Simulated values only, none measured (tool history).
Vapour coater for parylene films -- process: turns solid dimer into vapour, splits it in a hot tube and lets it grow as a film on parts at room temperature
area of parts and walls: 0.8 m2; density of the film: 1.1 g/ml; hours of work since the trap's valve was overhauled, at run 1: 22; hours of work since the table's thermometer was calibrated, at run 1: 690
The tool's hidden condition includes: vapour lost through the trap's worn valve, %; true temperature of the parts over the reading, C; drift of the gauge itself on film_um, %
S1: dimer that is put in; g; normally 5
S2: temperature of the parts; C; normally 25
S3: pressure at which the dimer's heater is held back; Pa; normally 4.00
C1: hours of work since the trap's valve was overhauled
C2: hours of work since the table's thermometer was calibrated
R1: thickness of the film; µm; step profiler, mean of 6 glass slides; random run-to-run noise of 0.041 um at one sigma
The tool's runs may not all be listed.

run	hour	S1	S2	S3	C1	C2	R1
1	0.0	5	25	4.00	22	690	4.49
2	34.5	5	25	4.00	38	706	4.44
3	55.8	5	25	4.00	48	716	4.57
4	87.7	5	25	4.00	63	731	4.39
5	116.6	5	25	4.00	76	744	4.42
6	132.4	3	25	4.00	84	751	2.71
7	151.0	3	25	4.00	92	760	2.64
8	178.0	3	25	4.00	105	773	2.64
9	214.2	3	25	4.00	122	789	2.67
10	232.2	5	26	3.54	130	798	4.27
11	255.8	5	26	3.54	141	809	4.34
12	292.6	2	36	4.35	158	826	1.17
13	331.3	3	18	4.35	176	844	3.20
14	355.3	3	34	9.17	188	855	1.69
15	379.6	9	24	11.31	199	866	7.02

Forecast each of these 4 alternatives for the next run:
A	405.6	9	25	3.08	211	878	?
B	405.6	9	25	11.31	211	878	?
C	405.6	9	35	2.09	211	878	?
D	405.6	3	25	7.28	211	878	?

run	R1
A	7.85
B	6.76
C	5.91
D	2.38
With the hidden condition removed and each run's random variation left untouched, the same runs would have given:
run	R1
A	8.29
B	7.15
C	6.25
D	2.52

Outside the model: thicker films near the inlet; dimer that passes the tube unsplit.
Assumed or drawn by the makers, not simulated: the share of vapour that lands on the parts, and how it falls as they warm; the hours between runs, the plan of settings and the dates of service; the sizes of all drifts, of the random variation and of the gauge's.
